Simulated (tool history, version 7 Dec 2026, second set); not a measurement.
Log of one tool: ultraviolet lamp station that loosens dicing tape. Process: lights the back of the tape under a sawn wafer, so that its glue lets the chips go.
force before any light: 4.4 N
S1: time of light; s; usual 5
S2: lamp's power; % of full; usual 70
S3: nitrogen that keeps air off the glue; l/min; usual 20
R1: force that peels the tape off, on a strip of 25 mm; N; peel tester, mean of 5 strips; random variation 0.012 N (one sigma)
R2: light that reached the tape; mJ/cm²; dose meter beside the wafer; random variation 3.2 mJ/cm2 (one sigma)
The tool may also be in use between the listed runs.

Run 1, hour 0.0: usual settings. Result: R1 0.729 N, R2 437 mJ/cm².
Run 2, hour 10.7: usual settings but S2 94 % of full. Result: R1 0.445 N, R2 577 mJ/cm².
Run 3, hour 21.5: usual settings. Result: R1 0.706 N, R2 433 mJ/cm².
Run 4, hour 30.8: usual settings. Result: R1 0.723 N, R2 427 mJ/cm².
Run 5, hour 52.5: usual settings. Result: R1 0.726 N, R2 426 mJ/cm².
Run 6, hour 64.4: usual settings. Result: R1 0.717 N, R2 428 mJ/cm².
Run 7, hour 75.9: usual settings. Result: R1 0.756 N, R2 426 mJ/cm².
Run 8, hour 88.8: usual settings. Result: R1 0.741 N, R2 427 mJ/cm².
Run 9, hour 109.2: usual settings but S1 10 s. Result: R1 0.301 N, R2 841 mJ/cm².
Run 10, hour 128.3: usual settings but S1 10 s. Result: R1 0.304 N, R2 847 mJ/cm².
Run 11, hour 142.6: usual settings but S1 4 s. Result: R1 1.041 N, R2 339 mJ/cm².
At hour 144.9: window cleaned of glue's vapour.
Run 12, hour 158.0: usual settings. Result: R1 0.777 N, R2 409 mJ/cm².
Run 13, hour 178.9: usual settings. Result: R1 0.756 N, R2 411 mJ/cm².
Run 14, hour 195.6: usual settings but S2 93 % of full. Result: R1 0.519 N, R2 541 mJ/cm².
At hour 197.7: window cleaned of glue's vapour, once more.
Run 15, hour 205.4: usual settings but S2 93 % of full. Result: R1 0.436 N, R2 606 mJ/cm².
Run 16, hour 219.1: usual settings but S2 93 % of full. Result: R1 0.453 N, R2 604 mJ/cm².
Run 17, hour 232.7: usual settings but S2 73 % of full, S3 15 l/min. Result: R1 0.703 N, R2 468 mJ/cm².
Run 18, hour 245.2: usual settings but S2 73 % of full, S3 15 l/min. Result: R1 0.726 N, R2 470 mJ/cm².
Run 19, hour 261.7: usual settings but S2 73 % of full, S3 15 l/min. Result: R1 0.718 N, R2 465 mJ/cm².
Run 20, hour 282.5: usual settings but S2 92 % of full, S3 21 l/min. Result: R1 0.444 N, R2 586 mJ/cm².
Run 21, hour 304.3: usual settings but S2 74 % of full, S3 17 l/min. Result: R1 0.675 N, R2 469 mJ/cm².
Run 22, hour 326.1: usual settings but S1 3 s, S2 81 % of full, S3 17 l/min. Result: R1 1.178 N, R2 308 mJ/cm².
Run 23, hour 344.6: usual settings but S2 74 % of full, S3 19 l/min. Result: R1 0.677 N, R2 462 mJ/cm².
Run 24, hour 366.0: usual settings but S1 9 s, S3 17 l/min. Result: R1 0.349 N, R2 783 mJ/cm².
Run 25, hour 379.2: usual settings but S2 87 % of full, S3 24 l/min. Result: R1 0.498 N, R2 536 mJ/cm².
Run 26, hour 396.6: usual settings but S2 64 % of full, S3 24 l/min. Result: R1 0.759 N, R2 395 mJ/cm².
Run 27, hour 406.2: usual settings but S1 4 s, S2 86 % of full. Result: R1 0.735 N, R2 423 mJ/cm².
Run 28, hour 420.0: usual settings but S3 36 l/min. Result: R1 0.597 N, R2 428 mJ/cm².
Run 29, hour 435.1: usual settings but S1 3 s, S2 90 % of full, S3 9 l/min. Result: R1 1.329 N, R2 331 mJ/cm².
Run 30, hour 445.5: usual settings but S1 3 s. Result: R1 1.362 N, R2 252 mJ/cm².
Run 31, hour 466.1: usual settings but S1 3 s. Result: R1 1.411 N, R2 259 mJ/cm².
Run 32, hour 480.9: usual settings but S1 3 s. Result: R1 1.374 N, R2 253 mJ/cm².

Forecast each of these 3 alternatives for the next run:
Run A, hour 496.5: usual settings but S1 7 s, S3 8 l/min. Result: R1 ?, R2 ?.
Run B, hour 496.5: usual settings but S1 3 s, S2 62 % of full. Result: R1 ?, R2 ?.
Run C, hour 496.5: usual settings but S1 9 s. Result: R1 ?, R2 ?.

run     R1   R2
  A  0.652  595
  B  1.572  223
  C  0.353  754
Without the tool's hidden state the same runs would have given:
run     R1   R2
  A  0.499  717
  B  1.296  269
  C  0.303  911

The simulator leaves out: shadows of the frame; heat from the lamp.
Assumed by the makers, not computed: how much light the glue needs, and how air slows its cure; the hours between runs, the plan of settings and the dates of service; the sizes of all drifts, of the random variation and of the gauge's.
